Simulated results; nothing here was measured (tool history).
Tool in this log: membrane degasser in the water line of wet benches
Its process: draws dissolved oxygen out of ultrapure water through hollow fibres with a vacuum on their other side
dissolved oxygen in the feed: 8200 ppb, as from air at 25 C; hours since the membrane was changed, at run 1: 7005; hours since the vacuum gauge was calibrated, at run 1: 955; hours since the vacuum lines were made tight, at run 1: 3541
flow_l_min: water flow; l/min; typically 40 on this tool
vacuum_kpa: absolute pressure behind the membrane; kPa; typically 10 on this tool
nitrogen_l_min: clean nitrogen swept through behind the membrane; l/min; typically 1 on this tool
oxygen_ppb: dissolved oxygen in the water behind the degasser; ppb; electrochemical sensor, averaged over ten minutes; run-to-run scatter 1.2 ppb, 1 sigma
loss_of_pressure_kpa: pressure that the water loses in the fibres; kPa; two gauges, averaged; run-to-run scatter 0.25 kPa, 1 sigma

run	hour	flow_l_min	vacuum_kpa	nitrogen_l_min	hours since the membrane was changed	hours since the vacuum gauge was calibrated	hours since the vacuum lines were made tight	oxygen_ppb	loss_of_pressure_kpa
1	0	40	10	1	7005	955	3541	520.5	65.62
2	178.1	40	8.8	1	7183	1133	3720	432.7	65.34
3	362.9	64	8.8	1	7368	1318	3904	634.9	104.88
4	520.9	64	8.8	1	7526	1476	4062	635	105.56
5	629.9	40	10	1	7635	1585	4171	521.5	65.58
6	828	40	10	1	7833	1783	4369	521.9	65.78
7	1004.9	40	10	1	8010	1960	4546	522.2	66.33
8	1121.9	40	10	1	8127	2077	4663	522.1	66.05
9	1240.2	40	10	1	8245	2195	4782	521.5	66.16
10	1374.5	40	10	1	8379	2330	4916	523.2	65.91
11	1502.1	40	10	1	8507	2457	5044	520.1	66.34
12	1606.3	40	10	1	8611	2561	5148	522.4	65.74
13	1789.8	55	10	1	8795	2745	5331	672.3	90.75
14	1923.7	55	10	1	8928	2879	5465	671.9	91.48
15	2022.8	55	10	1	9028	2978	5564	672.5	90.7
16	2185.3	40	10	1.04	9190	3140	5727	506.2	66.3
17	2362.7	28	10	0.74	9367	3318	5904	494.9	46.66

The next listed run, before its measurement:
18	2486.7	28	10	0.74	9491	3442	6028	?	?

{"run 18": {"oxygen_ppb": 498, "loss_of_pressure_kpa": 46.54}}
With no hidden state in the tool, this same run would have given oxygen_ppb 497.9 ppb, loss_of_pressure_kpa 45.94 kPa.
